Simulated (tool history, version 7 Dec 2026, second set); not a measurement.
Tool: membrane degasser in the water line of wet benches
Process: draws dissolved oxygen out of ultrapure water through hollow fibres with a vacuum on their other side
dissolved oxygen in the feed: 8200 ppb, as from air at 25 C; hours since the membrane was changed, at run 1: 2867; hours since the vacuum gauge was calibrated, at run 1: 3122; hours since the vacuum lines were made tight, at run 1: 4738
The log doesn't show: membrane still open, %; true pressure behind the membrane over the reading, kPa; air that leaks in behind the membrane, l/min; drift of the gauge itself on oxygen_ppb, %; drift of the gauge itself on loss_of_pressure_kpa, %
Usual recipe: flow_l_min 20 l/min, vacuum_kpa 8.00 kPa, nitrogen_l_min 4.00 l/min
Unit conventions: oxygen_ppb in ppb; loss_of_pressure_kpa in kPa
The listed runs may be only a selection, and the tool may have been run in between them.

| run | hour | flow_l_min | vacuum_kpa | nitrogen_l_min | hours since the membrane was changed | hours since the vacuum gauge was calibrated | hours since the vacuum lines were made tight | oxygen_ppb | loss_of_pressure_kpa |
|---|---|---|---|---|---|---|---|---|---|
| 1 | 0.0 | 20 | 8.00 | 4.00 | 2867 | 3122 | 4738 | 65.5 | 45.15 |
| 2 | 100.9 | 20 | 8.00 | 4.00 | 2967 | 3223 | 4838 | 65.0 | 44.90 |
|  | 107.1 | vacuum gauge calibrated |
| 3 | 179.0 | 20 | 8.00 | 4.00 | 3045 | 72 | 4916 | 62.7 | 45.09 |
| 4 | 304.5 | 20 | 8.00 | 4.00 | 3171 | 197 | 5042 | 62.0 | 45.01 |
| 5 | 397.6 | 20 | 7.36 | 4.00 | 3264 | 291 | 5135 | 54.3 | 45.07 |
| 6 | 478.7 | 12 | 8.00 | 4.00 | 3345 | 372 | 5216 | 37.4 | 26.96 |
| 7 | 542.2 | 20 | 8.00 | 4.00 | 3408 | 435 | 5279 | 62.7 | 45.17 |
| 8 | 656.2 | 20 | 8.00 | 4.00 | 3522 | 549 | 5393 | 62.3 | 45.08 |
| 9 | 773.0 | 20 | 8.00 | 4.00 | 3639 | 666 | 5510 | 62.9 | 45.37 |
| 10 | 831.3 | 20 | 8.00 | 4.00 | 3697 | 724 | 5568 | 63.1 | 44.87 |
|  | 924.3 | seals of the vacuum lines changed |
| 11 | 964.9 | 20 | 8.00 | 4.00 | 3829 | 856 | 41 | 61.6 | 45.27 |
| 12 | 1042.6 | 20 | 8.00 | 4.00 | 3907 | 933 | 118 | 61.2 | 45.67 |
| 13 | 1167.7 | 20 | 8.00 | 1.65 | 4032 | 1059 | 243 | 138.1 | 45.47 |
| 14 | 1260.8 | 20 | 8.00 | 1.65 | 4125 | 1152 | 337 | 138.5 | 45.43 |
| 15 | 1379.0 | 20 | 8.00 | 3.11 | 4243 | 1270 | 455 | 77.3 | 45.64 |
| 16 | 1479.8 | 20 | 16.47 | 4.00 | 4344 | 1371 | 556 | 163.1 | 45.43 |
| 17 | 1599.0 | 20 | 16.47 | 4.00 | 4463 | 1490 | 675 | 164.7 | 45.23 |
| 18 | 1718.9 | 20 | 16.47 | 4.00 | 4583 | 1610 | 795 | 163.4 | 45.56 |
| 19 | 1825.5 | 21 | 8.00 | 3.16 | 4690 | 1716 | 901 | 80.5 | 48.18 |
| 20 | 1909.1 | 26 | 11.99 | 2.86 | 4773 | 1800 | 985 | 197.6 | 59.70 |
| 21 | 2012.7 | 19 | 18.93 | 7.77 | 4877 | 1904 | 1088 | 97.9 | 43.53 |
| 22 | 2122.8 | 19 | 18.93 | 7.77 | 4987 | 2014 | 1199 | 98.0 | 43.95 |
| 23 | 2254.2 | 16 | 8.00 | 4.00 | 5118 | 2145 | 1330 | 49.8 | 36.81 |
| 24 | 2376.1 | 29 | 7.55 | 4.21 | 5240 | 2267 | 1452 | 86.0 | 66.93 |
| 25 | 2504.6 | 29 | 7.55 | 4.21 | 5369 | 2396 | 1580 | 87.1 | 66.92 |
| 26 | 2637.5 | 29 | 7.55 | 2.26 | 5502 | 2528 | 1713 | 145.8 | 66.97 |
| 27 | 2711.3 | 15 | 9.24 | 5.99 | 5575 | 2602 | 1787 | 39.8 | 34.78 |
| 28 | 2830.9 | 12 | 5.20 | 5.34 | 5695 | 2722 | 1907 | 12.6 | 27.85 |
| 29 | 2944.2 | 32 | 8.13 | 1.91 | 5808 | 2835 | 2020 | 207.8 | 73.96 |
| 30 | 3023.9 | 14 | 5.99 | 2.04 | 5888 | 2915 | 2100 | 50.1 | 32.65 |
| 31 | 3101.2 | 14 | 5.99 | 2.04 | 5965 | 2992 | 2177 | 50.8 | 32.13 |

How the hidden state differs across the entries between the runs, from the last listed run before each to the first after it:
From run 2 to run 3: vacuum gauge calibrated (hour 107.1)
  membrane still open, %: 96.8 -> 96.7; true pressure behind the membrane over the reading, kPa: 0.23 -> -0.02; air that leaks in behind the membrane, l/min: 0.0231 -> 0.0234
  measured minus no-state result, oxygen_ppb: +5.2 -> +2.2 ppb; loss_of_pressure_kpa: +1.43 -> +1.47 kPa
From run 10 to run 11: seals of the vacuum lines changed (hour 924.3)
  membrane still open, %: 96 -> 95.9; true pressure behind the membrane over the reading, kPa: 0.02 -> 0.03; air that leaks in behind the membrane, l/min: 0.0263 -> 0.0038
  measured minus no-state result, oxygen_ppb: +3.0 -> +1.3 ppb; loss_of_pressure_kpa: +1.79 -> +1.86 kPa

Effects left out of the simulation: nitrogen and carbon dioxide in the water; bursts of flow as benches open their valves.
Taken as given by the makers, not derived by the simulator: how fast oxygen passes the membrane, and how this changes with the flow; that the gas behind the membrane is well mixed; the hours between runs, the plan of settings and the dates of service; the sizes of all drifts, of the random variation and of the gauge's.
